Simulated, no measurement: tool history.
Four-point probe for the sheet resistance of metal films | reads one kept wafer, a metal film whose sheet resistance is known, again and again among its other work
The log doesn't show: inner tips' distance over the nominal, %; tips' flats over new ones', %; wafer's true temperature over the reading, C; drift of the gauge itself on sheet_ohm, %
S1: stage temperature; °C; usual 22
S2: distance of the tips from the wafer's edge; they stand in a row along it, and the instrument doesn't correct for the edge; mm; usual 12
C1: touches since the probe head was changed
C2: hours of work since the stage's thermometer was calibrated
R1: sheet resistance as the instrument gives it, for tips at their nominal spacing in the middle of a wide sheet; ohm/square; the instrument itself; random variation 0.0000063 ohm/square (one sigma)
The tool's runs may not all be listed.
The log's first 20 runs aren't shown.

run 21 hour=267.7 | S1=22 S2=12 | C1=22445 C2=332 | R1=0.031382
run 22 hour=276.2 | S1=22 S2=12 | C1=22639 C2=336 | R1=0.031385
run 23 hour=291.1 | S1=22 S2=12 | C1=22976 C2=343 | R1=0.031393
run 24 hour=308.7 | S1=27 S2=13 | C1=23375 C2=350 | R1=0.031396
run 25 hour=326.9 | S1=27 S2=13 | C1=23788 C2=359 | R1=0.031391
run 26 hour=344.5 | S1=25 S2=6 | C1=24186 C2=366 | R1=0.031953
run 27 hour=353.2 | S1=31 S2=69 | C1=24384 C2=370 | R1=0.031271
run 28 hour=372.1 | S1=22 S2=11 | C1=24812 C2=379 | R1=0.031434
run 29 hour=390 | S1=24 S2=23 | C1=25219 C2=387 | R1=0.031264
run 30 hour=404.1 | S1=19 S2=8 | C1=25538 C2=393 | R1=0.031603
-- hour=405.8 stage's thermometer calibrated
run 31 hour=419.3 | S1=24 S2=10 | C1=25872 C2=6 | R1=0.031497
run 32 hour=435.1 | S1=24 S2=54 | C1=26230 C2=13 | R1=0.031241
run 33 hour=451.1 | S1=23 S2=4 | C1=26591 C2=20 | R1=0.032812
run 34 hour=470.4 | S1=23 S2=4 | C1=27029 C2=29 | R1=0.032823
-- hour=488.4 stage's thermometer calibrated, once more
run 35 hour=489.3 | S1=25 S2=25 | C1=27446 C2=0 | R1=0.031254
run 36 hour=497.3 | S1=21 S2=7 | C1=27627 C2=4 | R1=0.03175
run 37 hour=509.1 | S1=24 S2=25 | C1=27896 C2=9 | R1=0.031245
run 38 hour=528.3 | S1=34 S2=5 | C1=28330 C2=18 | R1=0.032307
run 39 hour=540.1 | S1=22 S2=9 | C1=28598 C2=23 | R1=0.031525
run 40 hour=550.5 | S1=26 S2=9 | C1=28833 C2=28 | R1=0.031543
run 41 hour=568.4 | S1=26 S2=9 | C1=29240 C2=36 | R1=0.031553
run 42 hour=588 | S1=26 S2=9 | C1=29684 C2=45 | R1=0.031549
run 43 hour=606 | S1=30 S2=52 | C1=30093 C2=53 | R1=0.031251
run 44 hour=622.9 | S1=30 S2=52 | C1=30476 C2=60 | R1=0.031254

4 ways to go on from here, each from the tool as it stands after run 44. What would each give?
run A hour=631 | S1=24 S2=38 | C1=30659 C2=64 | R1=?
run B hour=631 | S1=20 S2=34 | C1=30659 C2=64 | R1=?
run C hour=631 | S1=34 S2=7 | C1=30659 C2=64 | R1=?
run D hour=631 | S1=31 S2=28 | C1=30659 C2=64 | R1=?

run=A R1=0.031236
run=B R1=0.031215
run=C R1=0.031816
run=D R1=0.031282
Without the tool's hidden state the same runs would have given:
run=A R1=0.031329
run=B R1=0.031308
run=C R1=0.031911
run=D R1=0.031375

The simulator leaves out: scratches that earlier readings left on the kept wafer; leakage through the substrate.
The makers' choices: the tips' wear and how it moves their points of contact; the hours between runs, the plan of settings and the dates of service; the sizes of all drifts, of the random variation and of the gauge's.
